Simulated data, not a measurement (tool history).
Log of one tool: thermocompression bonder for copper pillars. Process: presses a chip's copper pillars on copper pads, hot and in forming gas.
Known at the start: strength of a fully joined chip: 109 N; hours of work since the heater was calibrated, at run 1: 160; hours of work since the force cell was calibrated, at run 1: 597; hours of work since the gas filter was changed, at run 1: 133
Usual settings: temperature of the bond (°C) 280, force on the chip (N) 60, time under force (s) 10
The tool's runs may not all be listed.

run  hour  temperature of the bond (°C)  force on the chip (N)  time under force (s)  hours of work since the heater was calibrated  hours of work since the force cell was calibrated  hours of work since the gas filter was changed  force that shears a chip off (N)
  1     0                           280                     60                    10                                            160                                                597                                             133                              71.4
  2   4.8                           280                     60                    10                                            162                                                599                                             135                              70.8
  3  13.5                           280                     60                    10                                            166                                                603                                             138                              71.2
  4  21.1                           280                     60                    10                                            169                                                606                                             141                              70.9
  5  31.8                           280                     60                    10                                            173                                                611                                             146                              71.2
  6  39.7                           280                     60                    10                                            176                                                614                                             149                              70.6
  7  45.6                           280                     60                    10                                            179                                                616                                             152                              71.1
  8    56                           280                     60                    10                                            183                                                621                                             156                              70.9
  9    63                           259                     60                    26                                            186                                                624                                             159                              72.3
 10  68.5                           274                     84                    19                                            188                                                626                                             161                              86.7
 11  75.4                           274                     45                    12                                            191                                                629                                             164                              62.1
 12  80.2                           283                     66                    18                                            193                                                631                                             166                              87.8
 13    89                           291                     79                    28                                            197                                                634                                             170                             101.7
 14  94.2                           291                     79                    28                                            199                                                637                                             172                             101.3
 15   102                           280                     57                    10                                            202                                                640                                             175                              70.1

Forecast each of these 3 alternatives for the next run:
  A  107.2                           280                     50                    13                                            205                                                642                                             177                                 ?
  B  107.2                           293                     54                    10                                            205                                                642                                             177                                 ?
  C  107.2                           304                     75                    24                                            205                                                642                                             177                                 ?

run  force that shears a chip off (N)
  A                              72.2
  B                              78.8
  C                             103.9
Without the tool's hidden state the same runs would have given:
run  force that shears a chip off (N)
  A                              71.8
  B                              78.3
  C                             103.2
